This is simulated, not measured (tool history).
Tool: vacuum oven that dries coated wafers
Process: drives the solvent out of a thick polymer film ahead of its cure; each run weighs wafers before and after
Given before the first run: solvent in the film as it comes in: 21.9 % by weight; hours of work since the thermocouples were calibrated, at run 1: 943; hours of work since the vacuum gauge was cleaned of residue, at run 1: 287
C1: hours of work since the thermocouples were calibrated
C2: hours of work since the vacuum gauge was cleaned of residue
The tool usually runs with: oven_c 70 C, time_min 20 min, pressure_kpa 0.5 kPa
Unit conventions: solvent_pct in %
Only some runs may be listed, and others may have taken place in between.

{"run": 1, "day": 0.0, "oven_c": 70, "time_min": 20, "pressure_kpa": 0.5, "C1": 943, "C2": 287, "solvent_pct": 1.12}
{"run": 2, "day": 1.092, "oven_c": 70, "time_min": 20, "pressure_kpa": 0.5, "C1": 962, "C2": 306, "solvent_pct": 1.08}
{"run": 3, "day": 2.392, "oven_c": 70, "time_min": 20, "pressure_kpa": 0.5, "C1": 983, "C2": 327, "solvent_pct": 1.08}
{"run": 4, "day": 3.204, "oven_c": 70, "time_min": 20, "pressure_kpa": 0.5, "C1": 997, "C2": 341, "solvent_pct": 1.1}
{"run": 5, "day": 4.133, "oven_c": 70, "time_min": 20, "pressure_kpa": 0.5, "C1": 1012, "C2": 356, "solvent_pct": 1.14}
{"run": 6, "day": 5.342, "oven_c": 70, "time_min": 20, "pressure_kpa": 0.679, "C1": 1032, "C2": 376, "solvent_pct": 1.07}
{"run": 7, "day": 6.138, "oven_c": 70, "time_min": 20, "pressure_kpa": 0.679, "C1": 1046, "C2": 390, "solvent_pct": 1.17}
{"run": 8, "day": 7.367, "oven_c": 70, "time_min": 29, "pressure_kpa": 0.5, "C1": 1066, "C2": 410, "solvent_pct": 0.38}
{"run": 9, "day": 8.758, "oven_c": 70, "time_min": 29, "pressure_kpa": 0.5, "C1": 1089, "C2": 433, "solvent_pct": 0.45}
{"run": 10, "day": 9.95, "oven_c": 70, "time_min": 20, "pressure_kpa": 0.5, "C1": 1109, "C2": 453, "solvent_pct": 1.07}
{"run": 11, "day": 10.983, "oven_c": 70, "time_min": 20, "pressure_kpa": 0.5, "C1": 1126, "C2": 470, "solvent_pct": 1.13}
{"run": 12, "day": 11.879, "oven_c": 70, "time_min": 21, "pressure_kpa": 0.5, "C1": 1141, "C2": 485, "solvent_pct": 1}
{"run": 13, "day": 13.083, "oven_c": 70, "time_min": 20, "pressure_kpa": 0.5, "C1": 1161, "C2": 505, "solvent_pct": 1.06}
{"run": 14, "day": 13.675, "oven_c": 70, "time_min": 20, "pressure_kpa": 0.5, "C1": 1171, "C2": 515, "solvent_pct": 1.04}
{"run": 15, "day": 14.521, "oven_c": 70, "time_min": 20, "pressure_kpa": 1.981, "C1": 1185, "C2": 529, "solvent_pct": 1.52}
{"run": 16, "day": 15.912, "oven_c": 70, "time_min": 20, "pressure_kpa": 0.5, "C1": 1208, "C2": 552, "solvent_pct": 1.08}
{"run": 17, "day": 17.175, "oven_c": 70, "time_min": 20, "pressure_kpa": 0.5, "C1": 1229, "C2": 573, "solvent_pct": 1.11}
{"run": 18, "day": 18.588, "oven_c": 70, "time_min": 20, "pressure_kpa": 0.5, "C1": 1253, "C2": 597, "solvent_pct": 1.02}
{"run": 19, "day": 19.608, "oven_c": 70, "time_min": 20, "pressure_kpa": 0.5, "C1": 1270, "C2": 614, "solvent_pct": 1.03}
{"run": 20, "day": 20.396, "oven_c": 70, "time_min": 20, "pressure_kpa": 0.5, "C1": 1283, "C2": 627, "solvent_pct": 1.04}

For run 21, what comes out?
{"run": 21, "day": 21.346, "oven_c": 70, "time_min": 20, "pressure_kpa": 0.5, "C1": 1299, "C2": 643, "solvent_pct": "?"}

{"run 21": {"solvent_pct": 1.04}}
Were there no unlogged condition in the tool, this run, its random variation unchanged, would have produced solvent_pct 1.31 %.
